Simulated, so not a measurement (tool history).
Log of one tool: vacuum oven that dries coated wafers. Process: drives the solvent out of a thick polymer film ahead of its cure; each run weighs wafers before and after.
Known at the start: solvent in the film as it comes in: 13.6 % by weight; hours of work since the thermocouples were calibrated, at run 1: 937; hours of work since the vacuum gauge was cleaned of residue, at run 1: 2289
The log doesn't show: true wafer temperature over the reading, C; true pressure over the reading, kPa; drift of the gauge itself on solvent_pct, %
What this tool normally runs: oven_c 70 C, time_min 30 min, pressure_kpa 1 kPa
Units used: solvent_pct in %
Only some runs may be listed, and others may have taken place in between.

run,day,oven_c,time_min,pressure_kpa,hours of work since the thermocouples were calibrated,hours of work since the vacuum gauge was cleaned of residue,solvent_pct
1,0,70,30,1,937,2289,2.34
2,3.433,70,23,1,998,2350,3.33
# day 4.996: oven's thermocouples calibrated
3,7.6,70,30,1,46,2422,2.23
4,11.554,70,30,1,116,2492,2.35
5,13.546,70,30,1,151,2528,2.28
6,16.917,70,30,1,211,2587,2.39
7,19.971,70,37,1,265,2641,1.75
8,22.442,70,37,1,309,2685,1.71
9,26.008,70,30,1,372,2748,2.32
10,28.754,70,18,1,421,2797,4.09
11,32.142,70,28,1,481,2857,2.56
12,34.146,70,28,1,516,2893,2.6
13,36.229,70,30,1,553,2929,2.34
# day 38.625: vacuum gauge cleaned of residue and calibrated
14,40.267,57,44,2.82,624,29,5.39
15,44.204,70,30,1.29,693,99,2.48
16,47.817,70,44,1,757,163,1.4
17,49.721,59,17,1.29,791,196,7.05
18,53.846,59,17,2.4,864,270,7.47
19,57.283,69,34,1.91,925,330,2.65
20,59.846,69,42,1.91,970,376,2.09
21,61.804,70,30,2.18,1005,410,3.06
# day 63.05: oven's thermocouples calibrated
22,63.746,70,30,2.18,12,443,2.87
23,66.508,70,40,2.88,61,492,2.63
24,69.446,61,41,0.72,113,544,2.92
25,73.133,61,41,0.72,179,610,2.89
26,76.508,61,41,0.72,238,669,2.93

Alternative continuations, all from the tool just after run 26; predict every row:
A,78.788,59,19,1.75,279,710,?
B,78.788,71,16,0.76,279,710,?
C,78.788,70,52,1,279,710,?
D,78.788,82,29,1,279,710,?

run,solvent_pct
A,6.83
B,4.25
C,1.1
D,0.67
Without the tool's unlogged condition, the same runs would have read:
run,solvent_pct
A,6.82
B,4.24
C,1.09
D,0.66
